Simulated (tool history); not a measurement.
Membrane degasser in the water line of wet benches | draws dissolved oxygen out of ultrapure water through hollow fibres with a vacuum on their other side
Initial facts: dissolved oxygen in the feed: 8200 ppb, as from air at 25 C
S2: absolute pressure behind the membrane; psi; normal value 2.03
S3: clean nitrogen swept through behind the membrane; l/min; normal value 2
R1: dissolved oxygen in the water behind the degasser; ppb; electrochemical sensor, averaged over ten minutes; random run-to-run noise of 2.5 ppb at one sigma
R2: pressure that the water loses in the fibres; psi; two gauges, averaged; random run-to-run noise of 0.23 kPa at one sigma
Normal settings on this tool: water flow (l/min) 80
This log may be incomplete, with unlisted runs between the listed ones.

{"run": 1, "day": 0.0, "water flow (l/min)": 80, "S2": 2.03, "S3": 2, "R1": 878.7, "R2": 8.688}
{"run": 2, "day": 0.954, "water flow (l/min)": 80, "S2": 2.03, "S3": 2, "R1": 882, "R2": 8.696}
{"run": 3, "day": 2.596, "water flow (l/min)": 80, "S2": 1.35, "S3": 2, "R1": 555, "R2": 8.62}
{"run": 4, "day": 3.942, "water flow (l/min)": 80, "S2": 1.35, "S3": 2, "R1": 557, "R2": 8.72}
{"run": 5, "day": 5.667, "water flow (l/min)": 80, "S2": 1.35, "S3": 2, "R1": 558.2, "R2": 8.653}
{"run": 6, "day": 7.279, "water flow (l/min)": 76, "S2": 2.03, "S3": 2, "R1": 847.4, "R2": 8.241}
{"run": 7, "day": 9.075, "water flow (l/min)": 76, "S2": 2.03, "S3": 2, "R1": 845.6, "R2": 8.286}
{"run": 8, "day": 11.179, "water flow (l/min)": 80, "S2": 2.03, "S3": 2, "R1": 882.1, "R2": 8.651}
{"run": 9, "day": 12.346, "water flow (l/min)": 49, "S2": 2.03, "S3": 2, "R1": 580.5, "R2": 5.363}
{"run": 10, "day": 14.421, "water flow (l/min)": 80, "S2": 2.03, "S3": 2, "R1": 886, "R2": 8.757}
{"run": 11, "day": 15.496, "water flow (l/min)": 80, "S2": 2.03, "S3": 2, "R1": 884.7, "R2": 8.699}
{"run": 12, "day": 17.142, "water flow (l/min)": 80, "S2": 2.03, "S3": 2, "R1": 882.3, "R2": 8.754}
{"run": 13, "day": 18.988, "water flow (l/min)": 80, "S2": 2.03, "S3": 2, "R1": 880.5, "R2": 8.74}
{"run": 14, "day": 20.367, "water flow (l/min)": 80, "S2": 2.03, "S3": 2, "R1": 886.6, "R2": 8.717}
{"run": 15, "day": 21.712, "water flow (l/min)": 48, "S2": 3.79, "S3": 1.12, "R1": 1660.2, "R2": 5.232}
{"run": 16, "day": 23.629, "water flow (l/min)": 48, "S2": 3.79, "S3": 1.12, "R1": 1650.6, "R2": 5.236}
{"run": 17, "day": 24.521, "water flow (l/min)": 55, "S2": 4.57, "S3": 1.12, "R1": 2133.5, "R2": 6.013}
{"run": 18, "day": 25.533, "water flow (l/min)": 85, "S2": 3.7, "S3": 2, "R1": 1658.2, "R2": 9.282}
{"run": 19, "day": 26.954, "water flow (l/min)": 90, "S2": 1.23, "S3": 1.29, "R1": 720.5, "R2": 9.835}
{"run": 20, "day": 28.567, "water flow (l/min)": 90, "S2": 1.23, "S3": 1.29, "R1": 714.1, "R2": 9.78}
{"run": 21, "day": 29.667, "water flow (l/min)": 90, "S2": 1.23, "S3": 0.9, "R1": 866.4, "R2": 9.834}
{"run": 22, "day": 30.783, "water flow (l/min)": 90, "S2": 1.23, "S3": 0.9, "R1": 876.5, "R2": 9.809}
{"run": 23, "day": 32.35, "water flow (l/min)": 80, "S2": 1.97, "S3": 2.25, "R1": 794.7, "R2": 8.721}
{"run": 24, "day": 33.454, "water flow (l/min)": 80, "S2": 1.64, "S3": 2, "R1": 702.3, "R2": 8.804}
{"run": 25, "day": 34.904, "water flow (l/min)": 80, "S2": 1.64, "S3": 2, "R1": 704, "R2": 8.699}
{"run": 26, "day": 36.883, "water flow (l/min)": 80, "S2": 1.64, "S3": 2, "R1": 702.5, "R2": 8.685}
{"run": 27, "day": 38.058, "water flow (l/min)": 80, "S2": 1.64, "S3": 2, "R1": 703.2, "R2": 8.744}

Alternative continuations, all from the tool just after run 27; predict every row:
{"run": "A", "day": 38.954, "water flow (l/min)": 114, "S2": 2.2, "S3": 2, "R1": "?", "R2": "?"}
{"run": "B", "day": 38.954, "water flow (l/min)": 81, "S2": 2.03, "S3": 2, "R1": "?", "R2": "?"}
{"run": "C", "day": 38.954, "water flow (l/min)": 80, "S2": 4.05, "S3": 0.95, "R1": "?", "R2": "?"}
{"run": "D", "day": 38.954, "water flow (l/min)": 80, "S2": 2.03, "S3": 4.14, "R1": "?", "R2": "?"}

run=A R1=1265.5 R2=12.525
run=B R1=896.1 R2=8.918
run=C R1=2672.8 R2=8.694
run=D R1=535.5 R2=8.717
The same runs, with their run-to-run variation unchanged, on a tool lacking any hidden condition would have given:
run=A R1=1260.6 R2=12.467
run=B R1=891.5 R2=8.878
run=C R1=2671.7 R2=8.653
run=D R1=531.4 R2=8.676
